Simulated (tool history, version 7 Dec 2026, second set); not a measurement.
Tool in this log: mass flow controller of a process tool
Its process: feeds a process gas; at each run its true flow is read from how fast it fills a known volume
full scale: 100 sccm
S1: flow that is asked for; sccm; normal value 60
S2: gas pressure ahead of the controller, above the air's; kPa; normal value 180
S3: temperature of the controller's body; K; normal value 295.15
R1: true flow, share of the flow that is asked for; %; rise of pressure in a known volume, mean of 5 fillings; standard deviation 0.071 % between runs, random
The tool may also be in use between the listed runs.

| run | day | S1 | S2 | S3 | R1 |
|---|---|---|---|---|---|
| 1 | 0.000 | 60 | 180 | 295.15 | 99.96 |
| 2 | 9.971 | 60 | 180 | 295.15 | 100.05 |
| 3 | 17.450 | 60 | 180 | 295.15 | 100.03 |
| 4 | 24.354 | 60 | 180 | 295.15 | 99.92 |
| 5 | 30.342 | 60 | 180 | 295.15 | 100.02 |
| 6 | 36.404 | 60 | 180 | 295.15 | 100.02 |
| 7 | 43.754 | 53 | 180 | 295.15 | 99.81 |
| 8 | 52.683 | 53 | 180 | 295.15 | 100.03 |
| 9 | 60.612 | 53 | 180 | 295.15 | 99.89 |
| 10 | 68.600 | 53 | 180 | 295.15 | 99.97 |
| 11 | 78.904 | 60 | 180 | 312.15 | 99.60 |
| 12 | 83.304 | 60 | 272 | 295.15 | 99.94 |
| 13 | 90.358 | 60 | 272 | 295.15 | 99.77 |
| 14 | 98.350 | 60 | 148 | 295.15 | 100.05 |
| 15 | 107.483 | 60 | 180 | 295.15 | 100.01 |
| 16 | 111.975 | 15 | 180 | 295.15 | 99.96 |
| 17 | 118.767 | 15 | 180 | 293.15 | 99.73 |
| 18 | 123.892 | 15 | 180 | 293.15 | 100.00 |
| 19 | 133.254 | 60 | 180 | 296.15 | 100.07 |
| 20 | 138.846 | 60 | 180 | 303.15 | 99.77 |
| 21 | 145.312 | 60 | 180 | 303.15 | 99.78 |
| 22 | 150.838 | 60 | 203 | 295.15 | 99.93 |
| 23 | 155.292 | 15 | 180 | 295.15 | 99.83 |
| 24 | 163.358 | 60 | 180 | 295.15 | 100.05 |

Estimate the outcome of run 25 from the log above:
| 25 | 171.108 | 23 | 192 | 303.15 | ? |

{"run 25": {"R1": 99.61}}
The same run, on a tool lacking any hidden state, would have yielded R1 99.60 %.
